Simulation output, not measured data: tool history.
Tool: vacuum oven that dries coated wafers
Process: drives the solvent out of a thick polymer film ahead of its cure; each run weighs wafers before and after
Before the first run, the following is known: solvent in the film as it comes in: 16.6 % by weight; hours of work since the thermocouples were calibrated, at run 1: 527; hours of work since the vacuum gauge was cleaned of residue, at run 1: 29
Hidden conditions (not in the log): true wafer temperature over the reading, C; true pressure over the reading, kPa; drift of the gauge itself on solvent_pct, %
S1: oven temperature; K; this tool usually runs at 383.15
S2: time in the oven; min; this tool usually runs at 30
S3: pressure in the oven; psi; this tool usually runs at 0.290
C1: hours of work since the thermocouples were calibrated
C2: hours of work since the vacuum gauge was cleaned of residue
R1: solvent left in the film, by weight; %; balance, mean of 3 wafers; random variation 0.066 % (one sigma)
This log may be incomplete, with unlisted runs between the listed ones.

run,hour,S1,S2,S3,C1,C2,R1
1,0.0,383.15,30,0.290,527,29,4.17
2,92.9,383.15,30,0.290,574,76,4.12
3,171.4,383.15,30,0.290,614,116,4.04
4,265.6,383.15,30,0.290,662,164,3.97
5,328.7,389.15,30,0.290,694,196,2.69
6,413.1,389.15,30,0.290,737,239,2.66
7,516.9,389.15,30,0.290,790,292,2.70
8,572.9,383.15,30,0.290,819,320,3.89
9,669.4,383.15,30,0.290,868,369,4.04
10,779.6,383.15,30,0.965,924,426,8.62
11,871.2,383.15,30,0.965,970,472,8.70
12,931.1,382.15,49,0.721,1001,503,6.22
13,1051.3,382.15,49,0.721,1062,564,6.16
14,1153.2,393.15,18,0.410,1114,616,3.67
15,1248.9,393.15,18,0.410,1163,664,3.86
16,1355.3,393.15,18,0.410,1217,719,3.85
17,1440.6,382.15,31,0.410,1260,762,4.87
18,1549.7,387.15,28,0.471,1316,818,4.24
19,1651.8,371.15,38,1.108,1368,869,13.66
20,1726.2,391.15,23,0.232,1405,907,2.47
21,1833.2,369.15,42,0.290,1460,962,6.62

4 ways to go on from here, each from the tool as it stands after run 21. What would each give?
A,1912.1,383.15,30,0.312,1500,1002,?
B,1912.1,386.15,30,0.634,1500,1002,?
C,1912.1,395.15,49,0.296,1500,1002,?
D,1912.1,369.15,42,0.152,1500,1002,?

run,R1
A,3.85
B,5.30
C,1.62
D,5.39
Take away the tool's hidden state, keep each run's random variation, and the runs would have read:
run,R1
A,4.41
B,5.89
C,1.68
D,6.06
